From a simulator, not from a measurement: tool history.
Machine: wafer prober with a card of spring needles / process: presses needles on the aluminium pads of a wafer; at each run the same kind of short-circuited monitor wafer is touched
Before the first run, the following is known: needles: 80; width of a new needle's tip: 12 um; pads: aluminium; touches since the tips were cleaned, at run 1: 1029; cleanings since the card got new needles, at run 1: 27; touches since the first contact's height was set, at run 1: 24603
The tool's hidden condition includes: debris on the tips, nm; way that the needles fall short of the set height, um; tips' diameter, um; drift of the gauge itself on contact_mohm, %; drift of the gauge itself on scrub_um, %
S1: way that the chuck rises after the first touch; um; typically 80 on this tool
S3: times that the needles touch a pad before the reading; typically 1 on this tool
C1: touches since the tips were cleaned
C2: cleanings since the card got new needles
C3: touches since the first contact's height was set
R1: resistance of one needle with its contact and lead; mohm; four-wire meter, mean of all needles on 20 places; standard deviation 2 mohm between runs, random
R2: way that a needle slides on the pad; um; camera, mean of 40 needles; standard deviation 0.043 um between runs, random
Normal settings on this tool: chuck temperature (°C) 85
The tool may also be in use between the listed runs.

run 1 hour=0 | S1=80 chuck_temperature_(°C)=85 S3=1 | C1=1029 C2=27 C3=24603 | R1=227 R2=11.51
run 2 hour=5.7 | S1=80 chuck_temperature_(°C)=85 S3=1 | C1=4308 C2=27 C3=27882 | R1=227 R2=11.58
-- hour=9.8 tips cleaned on abrasive film
run 3 hour=11.2 | S1=80 chuck_temperature_(°C)=85 S3=1 | C1=799 C2=28 C3=30960 | R1=225 R2=11.51
-- hour=21.5 tips cleaned on abrasive film
run 4 hour=22.2 | S1=80 chuck_temperature_(°C)=85 S3=1 | C1=419 C2=29 C3=37244 | R1=223 R2=11.53
run 5 hour=30.6 | S1=80 chuck_temperature_(°C)=85 S3=2 | C1=5271 C2=29 C3=42096 | R1=224 R2=11.59
-- hour=32.7 tips cleaned on abrasive film
run 6 hour=36.1 | S1=80 chuck_temperature_(°C)=90 S3=1 | C1=1910 C2=30 C3=45169 | R1=226 R2=11.5
-- hour=44.4 tips cleaned on abrasive film
run 7 hour=45.2 | S1=80 chuck_temperature_(°C)=85 S3=1 | C1=453 C2=31 C3=50348 | R1=225 R2=11.55
run 8 hour=55.1 | S1=94 chuck_temperature_(°C)=85 S3=1 | C1=6137 C2=31 C3=56032 | R1=227 R2=13.61
-- hour=55.8 tips cleaned on abrasive film
run 9 hour=63.5 | S1=94 chuck_temperature_(°C)=85 S3=1 | C1=4383 C2=32 C3=60798 | R1=222 R2=13.55
-- hour=67 tips cleaned on abrasive film
run 10 hour=73.9 | S1=94 chuck_temperature_(°C)=85 S3=1 | C1=3936 C2=33 C3=66740 | R1=222 R2=13.53
-- hour=78.3 tips cleaned on abrasive film
run 11 hour=86.5 | S1=94 chuck_temperature_(°C)=85 S3=1 | C1=4726 C2=34 C3=73958 | R1=223 R2=13.58
-- hour=89.8 tips cleaned on abrasive film
run 12 hour=95.3 | S1=94 chuck_temperature_(°C)=85 S3=1 | C1=3135 C2=35 C3=78908 | R1=226 R2=13.61
-- hour=101.4 tips cleaned on abrasive film
run 13 hour=107.8 | S1=80 chuck_temperature_(°C)=25 S3=1 | C1=3668 C2=36 C3=86053 | R1=211 R2=11.57
-- hour=113.5 tips cleaned on abrasive film
run 14 hour=115 | S1=80 chuck_temperature_(°C)=25 S3=1 | C1=837 C2=37 C3=90148 | R1=209 R2=11.55
-- hour=124.7 tips cleaned on abrasive film
run 15 hour=124.7 | S1=80 chuck_temperature_(°C)=33 S3=1 | C1=0 C2=38 C3=95673 | R1=214 R2=11.52
run 16 hour=132.1 | S1=80 chuck_temperature_(°C)=33 S3=1 | C1=4226 C2=38 C3=99899 | R1=212 R2=11.54
-- hour=135.8 tips cleaned on abrasive film
run 17 hour=140.4 | S1=80 chuck_temperature_(°C)=33 S3=1 | C1=2672 C2=39 C3=104644 | R1=213 R2=11.52
-- hour=147.4 tips cleaned on abrasive film
run 18 hour=148.2 | S1=98 chuck_temperature_(°C)=54 S3=1 | C1=445 C2=40 C3=109064 | R1=219 R2=14.08
-- hour=159.6 tips cleaned on abrasive film
run 19 hour=160.6 | S1=97 chuck_temperature_(°C)=98 S3=2 | C1=577 C2=41 C3=116143 | R1=224 R2=13.96
run 20 hour=166.8 | S1=79 chuck_temperature_(°C)=26 S3=1 | C1=4104 C2=41 C3=119670 | R1=212 R2=11.37
-- hour=171.4 tips cleaned on abrasive film
run 21 hour=179.1 | S1=79 chuck_temperature_(°C)=38 S3=2 | C1=4402 C2=42 C3=126697 | R1=212 R2=11.39
-- hour=182.8 tips cleaned on abrasive film
run 22 hour=191 | S1=68 chuck_temperature_(°C)=39 S3=2 | C1=4706 C2=43 C3=133513 | R1=214 R2=9.8
-- hour=194.3 tips cleaned on abrasive film
run 23 hour=200.9 | S1=69 chuck_temperature_(°C)=26 S3=2 | C1=3824 C2=44 C3=139143 | R1=209 R2=10.01
-- hour=205.7 tips cleaned on abrasive film
run 24 hour=212.7 | S1=70 chuck_temperature_(°C)=28 S3=2 | C1=3993 C2=45 C3=145833 | R1=209 R2=10.07
-- hour=217.2 tips cleaned on abrasive film
run 25 hour=221.6 | S1=70 chuck_temperature_(°C)=28 S3=2 | C1=2528 C2=46 C3=150909 | R1=212 R2=10.12
-- hour=229 tips cleaned on abrasive film
run 26 hour=233.8 | S1=86 chuck_temperature_(°C)=28 S3=2 | C1=2749 C2=47 C3=157890 | R1=204 R2=12.33
-- hour=240.8 tips cleaned on abrasive film
run 27 hour=243.2 | S1=86 chuck_temperature_(°C)=28 S3=2 | C1=1386 C2=48 C3=163244 | R1=210 R2=12.31
-- hour=252.3 tips cleaned on abrasive film
run 28 hour=255.9 | S1=86 chuck_temperature_(°C)=28 S3=2 | C1=2086 C2=49 C3=170482 | R1=210 R2=12.36
-- hour=263.5 tips cleaned on abrasive film
run 29 hour=264.1 | S1=80 chuck_temperature_(°C)=37 S3=2 | C1=387 C2=50 C3=175150 | R1=217 R2=11.6
-- hour=272 height of the first contact set anew
run 30 hour=272.1 | S1=60 chuck_temperature_(°C)=122 S3=3 | C1=4768 C2=50 C3=62 | R1=236 R2=8.7
-- hour=275 tips cleaned on abrasive film
run 31 hour=281.2 | S1=71 chuck_temperature_(°C)=85 S3=3 | C1=3548 C2=51 C3=5230 | R1=224 R2=10.22
-- hour=287.1 tips cleaned on abrasive film
run 32 hour=290.6 | S1=71 chuck_temperature_(°C)=85 S3=3 | C1=2012 C2=52 C3=10624 | R1=229 R2=10.23

Forecast each of these 5 alternatives for the next run:
-- hour=299.1 tips cleaned on abrasive film
run A hour=300.8 | S1=93 chuck_temperature_(°C)=118 S3=1 | C1=1001 C2=53 C3=16431 | R1=? R2=?
-- hour=299.1 tips cleaned on abrasive film
run B hour=300.8 | S1=71 chuck_temperature_(°C)=45 S3=3 | C1=1001 C2=53 C3=16431 | R1=? R2=?
-- hour=299.1 tips cleaned on abrasive film
run C hour=300.8 | S1=71 chuck_temperature_(°C)=43 S3=2 | C1=1001 C2=53 C3=16431 | R1=? R2=?
-- hour=299.1 tips cleaned on abrasive film
run D hour=300.8 | S1=79 chuck_temperature_(°C)=85 S3=1 | C1=1001 C2=53 C3=16431 | R1=? R2=?
-- hour=299.1 tips cleaned on abrasive film
run E hour=300.8 | S1=100 chuck_temperature_(°C)=90 S3=2 | C1=1001 C2=53 C3=16431 | R1=? R2=?

run=A R1=233 R2=13.36
run=B R1=215 R2=10.1
run=C R1=211 R2=10.23
run=D R1=223 R2=11.38
run=E R1=225 R2=14.45
What these runs would have given with no unlogged condition in the tool:
run=A R1=233 R2=13.36
run=B R1=215 R2=10.1
run=C R1=211 R2=10.23
run=D R1=222 R2=11.38
run=E R1=225 R2=14.45
